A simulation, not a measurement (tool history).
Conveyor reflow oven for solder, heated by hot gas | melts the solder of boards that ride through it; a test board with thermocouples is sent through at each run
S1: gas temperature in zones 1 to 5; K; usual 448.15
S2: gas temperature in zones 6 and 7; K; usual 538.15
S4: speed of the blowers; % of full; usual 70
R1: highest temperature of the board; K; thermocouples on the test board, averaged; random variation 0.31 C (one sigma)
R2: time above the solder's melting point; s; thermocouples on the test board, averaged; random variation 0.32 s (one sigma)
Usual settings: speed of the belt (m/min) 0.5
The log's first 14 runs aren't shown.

Run 15, day 9.017: usual settings but speed of the belt (m/min) 0.507, S4 51 % of full. Result: R1 510.75 K, R2 37 s.
Run 16, day 9.538: usual settings but S1 454.15 K, speed of the belt (m/min) 0.507, S4 59 % of full. Result: R1 516.15 K, R2 45.7 s.
Run 17, day 10.154: usual settings but S2 547.15 K, speed of the belt (m/min) 0.559. Result: R1 520.95 K, R2 43.3 s.
Run 18, day 10.933: usual settings but S4 67 % of full. Result: R1 517.75 K, R2 46.3 s.
Run 19, day 11.796: usual settings but S1 454.15 K, speed of the belt (m/min) 0.466. Result: R1 522.15 K, R2 57.5 s.
Run 20, day 12.379: usual settings but S1 437.15 K, S4 75 % of full. Result: R1 517.75 K, R2 43.8 s.
Run 21, day 13.242: usual settings but S1 437.15 K, S4 75 % of full. Result: R1 517.55 K, R2 43.9 s.
Run 22, day 13.796: usual settings but S1 446.15 K, speed of the belt (m/min) 0.519, S4 52 % of full. Result: R1 508.75 K, R2 33.8 s.
Run 23, day 14.429: usual settings but S1 453.15 K. Result: R1 520.05 K, R2 50.5 s.
Run 24, day 14.912: usual settings but S1 457.15 K, S2 545.15 K, S4 76 % of full. Result: R1 528.55 K, R2 58.8 s.
Run 25, day 15.35: usual settings but S1 457.15 K, S2 545.15 K, S4 76 % of full. Result: R1 528.35 K, R2 58.2 s.
Run 26, day 15.854: usual settings but S1 457.15 K, S2 545.15 K, S4 61 % of full. Result: R1 522.85 K, R2 53.4 s.
Run 27, day 16.738: usual settings but S1 457.15 K, S2 545.15 K, S4 61 % of full. Result: R1 522.75 K, R2 54.3 s.
Run 28, day 17.508: usual settings but S1 451.15 K, S2 545.15 K, S4 55 % of full. Result: R1 518.65 K, R2 47.5 s.
Run 29, day 18.308: usual settings but S1 452.15 K, S2 535.15 K, speed of the belt (m/min) 0.466, S4 66 % of full. Result: R1 517.85 K, R2 52.7 s.
Run 30, day 18.888: usual settings but S1 452.15 K, S2 535.15 K, speed of the belt (m/min) 0.466, S4 66 % of full. Result: R1 518.15 K, R2 52.8 s.

Forecast each of these 5 alternatives for the next run:
Run A, day 19.471: usual settings but S1 447.15 K, S2 530.15 K, speed of the belt (m/min) 0.534. Result: R1 ?, R2 ?.
Run B, day 19.471: usual settings but S1 453.15 K, S2 527.15 K, S4 77 % of full. Result: R1 ?, R2 ?.
Run C, day 19.471: usual settings but S1 442.15 K, S2 550.15 K, speed of the belt (m/min) 0.466, S4 66 % of full. Result: R1 ?, R2 ?.
Run D, day 19.471: usual settings but S1 452.15 K, S2 535.15 K, speed of the belt (m/min) 0.466, S4 83 % of full. Result: R1 ?, R2 ?.
Run E, day 19.471: usual settings but S1 435.15 K, speed of the belt (m/min) 0.534. Result: R1 ?, R2 ?.

run      R1    R2
  A  508.85  35.6
  B  511.85  44.5
  C  528.75  57.3
  D  521.85  57.9
  E  513.35    35
Without the tool's hidden state the same runs would have given:
run      R1    R2
  A  508.95  35.7
  B  511.85  44.5
  C  528.85  57.4
  D  521.95  57.9
  E  513.35    35

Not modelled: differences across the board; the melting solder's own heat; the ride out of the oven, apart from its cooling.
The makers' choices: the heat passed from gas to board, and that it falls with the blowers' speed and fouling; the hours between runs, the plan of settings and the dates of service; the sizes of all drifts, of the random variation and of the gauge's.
